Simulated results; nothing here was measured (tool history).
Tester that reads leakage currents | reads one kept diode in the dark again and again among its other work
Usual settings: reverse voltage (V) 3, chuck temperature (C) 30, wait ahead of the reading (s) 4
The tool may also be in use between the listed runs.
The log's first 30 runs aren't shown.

run	hour	reverse voltage (V)	chuck temperature (C)	wait ahead of the reading (s)	hours of work since the probe card was cleaned	hours of work since the tester was calibrated	hours of work since the chuck was calibrated	current that the tester gives (pA)
31	1539	1.67	42	9.73	134	1155	216	373.86
32	1601.5	8.72	30	4	163	1184	245	376.37
33	1636.6	2.05	20	1.57	179	1200	261	75.12
34	1681.3	2.05	20	1.57	200	1220	282	74.55
35	1714.4	18.69	35	2.37	215	1236	297	847.19
36	1767.2	3	28	4	239	1260	321	176.8
37	1805.9	3	28	0.6	257	1278	339	178.44
38	1834.6	3	28	0.6	270	1291	352	177.39
39	1898.4	3	28	0.6	300	1320	381	177.2
40	1927	3	28	0.6	313	1333	395	176.42

Forecast each of these 4 alternatives for the next run:
A	1982.5	4.01	20	4.21	338	1359	420	?
B	1982.5	3	31	5.74	338	1359	420	?
C	1982.5	7.56	30	4	338	1359	420	?
D	1982.5	1.24	25	0.6	338	1359	420	?

run	current that the tester gives (pA)
A	108.28
B	223.14
C	344.29
D	84.28
Without the tool's hidden state the same runs would have given:
run	current that the tester gives (pA)
A	114.54
B	236.22
C	363.99
D	89.37
